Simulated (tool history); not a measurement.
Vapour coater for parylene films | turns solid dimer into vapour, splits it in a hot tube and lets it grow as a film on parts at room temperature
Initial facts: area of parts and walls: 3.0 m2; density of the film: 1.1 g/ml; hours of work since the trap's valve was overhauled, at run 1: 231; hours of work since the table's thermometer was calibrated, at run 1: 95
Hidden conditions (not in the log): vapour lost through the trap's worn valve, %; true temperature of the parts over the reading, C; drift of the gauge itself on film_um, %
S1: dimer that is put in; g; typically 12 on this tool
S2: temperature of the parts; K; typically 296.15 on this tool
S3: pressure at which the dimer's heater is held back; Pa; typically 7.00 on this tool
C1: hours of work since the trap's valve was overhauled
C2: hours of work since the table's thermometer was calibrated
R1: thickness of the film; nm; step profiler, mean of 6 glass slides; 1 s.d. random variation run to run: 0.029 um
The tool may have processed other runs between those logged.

| run | hour | S1 | S2 | S3 | C1 | C2 | R1 |
|---|---|---|---|---|---|---|---|
| 1 | 0.0 | 12 | 296.15 | 7.00 | 231 | 95 | 2490 |
| 2 | 25.2 | 8 | 296.15 | 7.00 | 247 | 111 | 1650 |
|  | 47.0 | trap's valve overhauled |
| 3 | 61.5 | 8 | 296.15 | 7.00 | 9 | 131 | 1820 |
| 4 | 85.5 | 12 | 296.15 | 7.00 | 24 | 146 | 2770 |
| 5 | 116.3 | 12 | 296.15 | 7.00 | 44 | 166 | 2740 |
| 6 | 149.0 | 12 | 296.15 | 7.00 | 65 | 187 | 2660 |
| 7 | 178.5 | 6 | 296.15 | 7.00 | 84 | 206 | 1310 |
| 8 | 205.0 | 12 | 295.15 | 7.00 | 100 | 222 | 2680 |
| 9 | 243.7 | 12 | 296.15 | 5.55 | 125 | 247 | 2640 |
| 10 | 269.8 | 12 | 296.15 | 7.00 | 142 | 264 | 2610 |
| 11 | 296.2 | 12 | 296.15 | 4.65 | 158 | 280 | 2680 |
| 12 | 312.7 | 12 | 296.15 | 4.65 | 169 | 291 | 2610 |
| 13 | 334.8 | 12 | 296.15 | 4.65 | 183 | 305 | 2640 |
| 14 | 359.0 | 12 | 296.15 | 4.65 | 198 | 320 | 2610 |
| 15 | 380.8 | 12 | 291.15 | 4.65 | 212 | 334 | 3050 |
| 16 | 418.7 | 12 | 299.15 | 4.65 | 236 | 358 | 2310 |
| 17 | 434.4 | 12 | 299.15 | 4.65 | 246 | 368 | 2280 |
|  | 457.1 | trap's valve overhauled |
| 18 | 459.8 | 12 | 299.15 | 4.65 | 2 | 382 | 2590 |
| 19 | 476.3 | 19 | 299.15 | 4.65 | 12 | 392 | 4050 |
| 20 | 495.8 | 19 | 299.15 | 4.65 | 25 | 405 | 3980 |
| 21 | 524.5 | 18 | 296.15 | 8.76 | 43 | 423 | 4000 |
| 22 | 563.2 | 18 | 296.15 | 8.76 | 67 | 448 | 3930 |
| 23 | 591.8 | 12 | 289.15 | 6.62 | 86 | 466 | 3430 |
| 24 | 629.2 | 12 | 289.15 | 6.62 | 109 | 490 | 3360 |
| 25 | 652.7 | 6 | 294.15 | 9.63 | 124 | 504 | 1370 |
| 26 | 689.2 | 6 | 294.15 | 9.63 | 148 | 528 | 1350 |

What does the tool deliver on the next run?
| 27 | 706.0 | 11 | 295.15 | 2.39 | 158 | 538 | ? |

Run 27 gave R1 2700 nm.
Had the tool carried no hidden state, the very same run would have given R1 2930 nm.

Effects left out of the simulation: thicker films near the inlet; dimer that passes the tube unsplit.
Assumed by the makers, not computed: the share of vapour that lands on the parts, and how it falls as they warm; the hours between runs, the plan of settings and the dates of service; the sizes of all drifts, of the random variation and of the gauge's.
